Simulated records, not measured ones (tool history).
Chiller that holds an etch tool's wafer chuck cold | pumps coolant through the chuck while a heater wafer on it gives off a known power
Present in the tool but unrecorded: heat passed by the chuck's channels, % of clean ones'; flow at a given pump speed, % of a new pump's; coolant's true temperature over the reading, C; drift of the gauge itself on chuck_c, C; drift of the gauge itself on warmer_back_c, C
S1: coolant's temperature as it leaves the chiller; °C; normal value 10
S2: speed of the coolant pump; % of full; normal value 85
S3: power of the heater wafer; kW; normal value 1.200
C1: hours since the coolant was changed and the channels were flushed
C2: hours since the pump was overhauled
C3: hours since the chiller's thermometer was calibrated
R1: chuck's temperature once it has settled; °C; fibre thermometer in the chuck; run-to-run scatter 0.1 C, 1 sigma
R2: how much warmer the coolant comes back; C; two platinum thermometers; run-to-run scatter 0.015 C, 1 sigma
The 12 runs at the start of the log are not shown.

Run 13, hour 366.9: usual settings but S2 60 % of full, S3 0.667 kW; C1 2283; C2 1093; C3 107. Result: R1 17.1 °C, R2 2.88 C.
At hour 395.3: chiller's thermometer calibrated, once more.
Run 14, hour 401.4: usual settings but S2 60 % of full, S3 0.667 kW; C1 2317; C2 1127; C3 6. Result: R1 17.9 °C, R2 2.87 C.
Run 15, hour 425.8: usual settings but S1 11 °C; C1 2341; C2 1151; C3 30. Result: R1 21.9 °C, R2 3.72 C.
Run 16, hour 472.2: usual settings but S1 11 °C; C1 2387; C2 1198; C3 77. Result: R1 21.7 °C, R2 3.72 C.
Run 17, hour 506.0: usual settings but S1 7 °C, S3 1.581 kW; C1 2421; C2 1231; C3 111. Result: R1 21.3 °C, R2 4.91 C.
Run 18, hour 535.5: usual settings but S3 1.032 kW; C1 2451; C2 1261; C3 140. Result: R1 19.2 °C, R2 3.21 C.
Run 19, hour 579.2: usual settings but S1 15 °C, S2 92 % of full, S3 1.059 kW; C1 2494; C2 1305; C3 184. Result: R1 24.0 °C, R2 3.06 C.
Run 20, hour 604.6: usual settings but S1 15 °C, S2 61 % of full, S3 1.014 kW; C1 2520; C2 1330; C3 209. Result: R1 27.2 °C, R2 4.31 C.
Run 21, hour 638.9: usual settings but S1 4 °C, S2 78 % of full, S3 1.671 kW; C1 2554; C2 1364; C3 244. Result: R1 20.1 °C, R2 5.61 C.
Run 22, hour 661.6: usual settings but S1 20 °C; C1 2577; C2 1387; C3 266. Result: R1 30.7 °C, R2 3.73 C.
Run 23, hour 700.2: usual settings but S1 4 °C, S2 98 % of full, S3 0.603 kW; C1 2615; C2 1426; C3 305. Result: R1 8.8 °C, R2 1.64 C.
Run 24, hour 737.7: usual settings but S1 4 °C, S2 71 % of full, S3 0.603 kW; C1 2653; C2 1463; C3 342. Result: R1 10.3 °C, R2 2.23 C.
Run 25, hour 777.7: usual settings but S1 4 °C, S2 71 % of full, S3 0.603 kW; C1 2693; C2 1503; C3 382. Result: R1 10.1 °C, R2 2.23 C.
Run 26, hour 805.8: usual settings but S1 4 °C, S2 71 % of full, S3 0.603 kW; C1 2721; C2 1531; C3 410. Result: R1 10.3 °C, R2 2.21 C.
Run 27, hour 851.3: usual settings but S1 17 °C, S2 77 % of full, S3 1.748 kW; C1 2767; C2 1577; C3 456. Result: R1 34.0 °C, R2 5.95 C.
Run 28, hour 870.4: usual settings but S1 17 °C, S2 77 % of full, S3 1.748 kW; C1 2786; C2 1596; C3 475. Result: R1 34.2 °C, R2 5.94 C.
Run 29, hour 915.4: usual settings but S2 60 % of full, S3 1.189 kW; C1 2831; C2 1641; C3 520. Result: R1 24.3 °C, R2 5.16 C.
Run 30, hour 953.1: usual settings but S2 60 % of full, S3 1.189 kW; C1 2868; C2 1678; C3 558. Result: R1 24.3 °C, R2 5.18 C.
Run 31, hour 987.6: usual settings but S2 60 % of full, S3 1.189 kW; C1 2903; C2 1713; C3 592. Result: R1 24.3 °C, R2 5.16 C.

Each row is a separate what-if for the run after 31, all from the same tool condition, not one after another. Results?
Run A, hour 1024.1: usual settings but S1 3 °C, S2 76 % of full, S3 0.855 kW; C1 2939; C2 1749; C3 629. Result: R1 ?, R2 ?.
Run B, hour 1024.1: usual settings but S1 6 °C, S2 67 % of full; C1 2939; C2 1749; C3 629. Result: R1 ?, R2 ?.
Run C, hour 1024.1: usual settings but S1 1 °C, S2 60 % of full, S3 1.189 kW; C1 2939; C2 1749; C3 629. Result: R1 ?, R2 ?.
Run D, hour 1024.1: usual settings but S2 81 % of full; C1 2939; C2 1749; C3 629. Result: R1 ?, R2 ?.

run    R1    R2
  A  11.4  2.98
  B  19.2  4.69
  C  15.2  5.16
  D  21.3  3.90
Without the tool's unlogged condition, the same runs would have read:
run    R1    R2
  A  10.9  2.97
  B  18.6  4.68
  C  14.5  5.15
  D  20.7  3.89
